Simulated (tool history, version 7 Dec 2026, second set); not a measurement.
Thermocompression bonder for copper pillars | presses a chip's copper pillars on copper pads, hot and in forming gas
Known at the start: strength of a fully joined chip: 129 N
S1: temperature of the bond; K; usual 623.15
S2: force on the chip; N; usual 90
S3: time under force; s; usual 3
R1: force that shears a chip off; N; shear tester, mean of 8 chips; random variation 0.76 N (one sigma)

run   hour      S1   S2  S3    R1
  1    0.0  623.15   90   3  58.1
  2   13.4  623.15   90   3  57.1
  3   35.2  639.15   90   3  66.9
  4   48.3  639.15   90   3  67.7
  5   63.8  639.15   90   3  68.4
  6   83.5  639.15   90   3  68.3
  7  105.2  639.15   90   3  66.8
  8  127.5  623.15   90   3  57.8
  9  141.8  623.15   55   3  35.8
 10  165.1  623.15   55   3  36.2
 11  183.9  649.15   62   8  77.3
 12  206.8  601.15   61   3  30.8
 13  217.2  625.15  100   4  72.3
 14  236.5  625.15  100   4  70.6
 15  248.6  625.15  121   7  95.7
 16  269.6  601.15   74   2  30.0
 17  288.7  601.15   74   2  29.9
 18  302.9  603.15   80   2  34.8
 19  314.4  608.15   80   4  48.7
 20  330.6  632.15   90   3  63.0

Forecast each of these 4 alternatives for the next run:
  A  344.3  610.15  86   5   ?
  B  344.3  645.15  90   7   ?
  C  344.3  608.15  67   2   ?
  D  344.3  641.15  94   5   ?

run    R1
  A  57.3
  B  90.6
  C  30.0
  D  84.5
Without the tool's hidden state the same runs would have given:
run    R1
  A  57.4
  B  90.7
  C  30.1
  D  84.7

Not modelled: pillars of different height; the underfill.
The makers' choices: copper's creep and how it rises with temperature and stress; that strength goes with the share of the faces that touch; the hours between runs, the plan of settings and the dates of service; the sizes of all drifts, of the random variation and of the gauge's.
